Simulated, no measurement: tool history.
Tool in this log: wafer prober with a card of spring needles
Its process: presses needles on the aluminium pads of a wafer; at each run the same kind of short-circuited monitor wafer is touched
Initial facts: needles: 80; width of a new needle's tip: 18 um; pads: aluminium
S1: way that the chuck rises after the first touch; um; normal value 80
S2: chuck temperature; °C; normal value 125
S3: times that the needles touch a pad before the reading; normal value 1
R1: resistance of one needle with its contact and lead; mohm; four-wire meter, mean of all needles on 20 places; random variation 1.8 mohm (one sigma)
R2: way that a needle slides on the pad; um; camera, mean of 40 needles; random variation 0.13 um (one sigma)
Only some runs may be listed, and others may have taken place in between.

{"run": 1, "day": 0.0, "S1": 80, "S2": 125, "S3": 1, "R1": 184, "R2": 18.84}
{"day": 0.279, "done": "tips cleaned on abrasive film"}
{"day": 0.546, "done": "tips cleaned on abrasive film"}
{"run": 2, "day": 0.621, "S1": 80, "S2": 125, "S3": 1, "R1": 188, "R2": 18.42}
{"day": 0.796, "done": "tips cleaned on abrasive film"}
{"day": 1.075, "done": "tips cleaned on abrasive film"}
{"day": 1.362, "done": "tips cleaned on abrasive film"}
{"day": 1.633, "done": "tips cleaned on abrasive film"}
{"run": 3, "day": 1.633, "S1": 80, "S2": 125, "S3": 1, "R1": 185, "R2": 18.35}
{"day": 1.925, "done": "tips cleaned on abrasive film"}
{"run": 4, "day": 2.15, "S1": 80, "S2": 125, "S3": 1, "R1": 196, "R2": 18.22}
{"day": 2.212, "done": "tips cleaned on abrasive film"}
{"day": 2.492, "done": "tips cleaned on abrasive film"}
{"day": 2.767, "done": "tips cleaned on abrasive film"}
{"day": 3.05, "done": "tips cleaned on abrasive film"}
{"run": 5, "day": 3.05, "S1": 80, "S2": 125, "S3": 1, "R1": 182, "R2": 18.58}
{"day": 3.325, "done": "tips cleaned on abrasive film"}
{"day": 3.608, "done": "tips cleaned on abrasive film"}
{"day": 3.892, "done": "tips cleaned on abrasive film"}
{"run": 6, "day": 3.904, "S1": 80, "S2": 125, "S3": 1, "R1": 187, "R2": 18.29}
{"day": 4.138, "done": "tips cleaned on abrasive film"}
{"day": 4.412, "done": "tips cleaned on abrasive film"}
{"day": 4.646, "done": "tips cleaned on abrasive film"}
{"run": 7, "day": 4.833, "S1": 80, "S2": 125, "S3": 1, "R1": 197, "R2": 18.14}
{"day": 4.892, "done": "tips cleaned on abrasive film"}
{"day": 5.125, "done": "tips cleaned on abrasive film"}
{"run": 8, "day": 5.308, "S1": 80, "S2": 125, "S3": 1, "R1": 194, "R2": 18.27}
{"day": 5.371, "done": "tips cleaned on abrasive film"}
{"day": 5.658, "done": "tips cleaned on abrasive film"}
{"day": 5.929, "done": "tips cleaned on abrasive film"}
{"run": 9, "day": 6.075, "S1": 80, "S2": 125, "S3": 1, "R1": 197, "R2": 18.14}
{"day": 6.196, "done": "tips cleaned on abrasive film"}
{"day": 6.429, "done": "tips cleaned on abrasive film"}
{"run": 10, "day": 6.504, "S1": 80, "S2": 125, "S3": 1, "R1": 191, "R2": 17.93}
{"day": 6.662, "done": "tips cleaned on abrasive film"}
{"day": 6.95, "done": "tips cleaned on abrasive film"}
{"day": 7.217, "done": "tips cleaned on abrasive film"}
{"day": 7.479, "done": "tips cleaned on abrasive film"}
{"run": 11, "day": 7.479, "S1": 80, "S2": 125, "S3": 1, "R1": 183, "R2": 17.91}
{"day": 7.533, "done": "height of the first contact set anew"}
{"day": 7.767, "done": "tips cleaned on abrasive film"}
{"run": 12, "day": 7.929, "S1": 80, "S2": 54, "S3": 1, "R1": 183, "R2": 17.8}
{"day": 8.033, "done": "tips cleaned on abrasive film"}
{"day": 8.304, "done": "tips cleaned on abrasive film"}
{"run": 13, "day": 8.433, "S1": 80, "S2": 54, "S3": 1, "R1": 182, "R2": 17.85}
{"day": 8.55, "done": "tips cleaned on abrasive film"}
{"day": 8.842, "done": "tips cleaned on abrasive film"}
{"day": 9.075, "done": "tips cleaned on abrasive film"}
{"run": 14, "day": 9.133, "S1": 85, "S2": 81, "S3": 1, "R1": 180, "R2": 18.55}
{"day": 9.362, "done": "tips cleaned on abrasive film"}
{"day": 9.65, "done": "tips cleaned on abrasive film"}
{"day": 9.833, "done": "height of the first contact set anew, once more"}
{"day": 9.954, "done": "tips cleaned on abrasive film"}
{"run": 15, "day": 10.062, "S1": 85, "S2": 81, "S3": 1, "R1": 180, "R2": 20.07}
{"day": 10.221, "done": "tips cleaned on abrasive film"}
{"day": 10.475, "done": "tips cleaned on abrasive film"}
{"day": 10.758, "done": "tips cleaned on abrasive film"}
{"run": 16, "day": 10.9, "S1": 85, "S2": 81, "S3": 1, "R1": 181, "R2": 19.61}
{"day": 11.017, "done": "tips cleaned on abrasive film"}
{"day": 11.296, "done": "tips cleaned on abrasive film"}
{"day": 11.579, "done": "tips cleaned on abrasive film"}
{"run": 17, "day": 11.646, "S1": 93, "S2": 51, "S3": 2, "R1": 172, "R2": 21.49}
{"day": 11.821, "done": "tips cleaned on abrasive film"}
{"day": 12.096, "done": "tips cleaned on abrasive film"}
{"run": 18, "day": 12.096, "S1": 62, "S2": 122, "S3": 2, "R1": 191, "R2": 14.35}
{"day": 12.375, "done": "tips cleaned on abrasive film"}
{"day": 12.654, "done": "tips cleaned on abrasive film"}
{"run": 19, "day": 12.654, "S1": 62, "S2": 44, "S3": 1, "R1": 173, "R2": 14.11}
{"day": 12.888, "done": "tips cleaned on abrasive film"}
{"day": 13.171, "done": "tips cleaned on abrasive film"}
{"day": 13.454, "done": "tips cleaned on abrasive film"}
{"run": 20, "day": 13.517, "S1": 62, "S2": 44, "S3": 1, "R1": 187, "R2": 14.28}
{"day": 13.688, "done": "tips cleaned on abrasive film"}
{"day": 13.975, "done": "tips cleaned on abrasive film"}
{"run": 21, "day": 13.975, "S1": 62, "S2": 44, "S3": 1, "R1": 174, "R2": 14.3}
{"day": 14.225, "done": "tips cleaned on abrasive film"}
{"day": 14.479, "done": "tips cleaned on abrasive film"}
{"run": 22, "day": 14.679, "S1": 99, "S2": 62, "S3": 1, "R1": 179, "R2": 23.0}
{"day": 14.742, "done": "tips cleaned on abrasive film"}
{"day": 14.996, "done": "tips cleaned on abrasive film"}
{"run": 23, "day": 15.096, "S1": 80, "S2": 60, "S3": 1, "R1": 178, "R2": 18.23}

What if the next run were any one of these 5? Each begins from the tool's condition after run 23:
{"day": 15.271, "done": "tips cleaned on abrasive film"}
{"day": 15.546, "done": "tips cleaned on abrasive film"}
{"run": "A", "day": 15.675, "S1": 69, "S2": 49, "S3": 1, "R1": "?", "R2": "?"}
{"day": 15.271, "done": "tips cleaned on abrasive film"}
{"day": 15.546, "done": "tips cleaned on abrasive film"}
{"run": "B", "day": 15.675, "S1": 80, "S2": 125, "S3": 2, "R1": "?", "R2": "?"}
{"day": 15.271, "done": "tips cleaned on abrasive film"}
{"day": 15.546, "done": "tips cleaned on abrasive film"}
{"run": "C", "day": 15.675, "S1": 80, "S2": 60, "S3": 1, "R1": "?", "R2": "?"}
{"day": 15.271, "done": "tips cleaned on abrasive film"}
{"day": 15.546, "done": "tips cleaned on abrasive film"}
{"run": "D", "day": 15.675, "S1": 82, "S2": 125, "S3": 1, "R1": "?", "R2": "?"}
{"day": 15.271, "done": "tips cleaned on abrasive film"}
{"day": 15.546, "done": "tips cleaned on abrasive film"}
{"run": "E", "day": 15.675, "S1": 64, "S2": 122, "S3": 3, "R1": "?", "R2": "?"}

run=A R1=181 R2=15.46
run=B R1=191 R2=18.53
run=C R1=183 R2=18.39
run=D R1=196 R2=18.72
run=E R1=196 R2=14.46
Without the tool's hidden state the same runs would have given:
run=A R1=165 R2=15.93
run=B R1=182 R2=19.00
run=C R1=170 R2=18.86
run=D R1=184 R2=19.19
run=E R1=187 R2=14.92

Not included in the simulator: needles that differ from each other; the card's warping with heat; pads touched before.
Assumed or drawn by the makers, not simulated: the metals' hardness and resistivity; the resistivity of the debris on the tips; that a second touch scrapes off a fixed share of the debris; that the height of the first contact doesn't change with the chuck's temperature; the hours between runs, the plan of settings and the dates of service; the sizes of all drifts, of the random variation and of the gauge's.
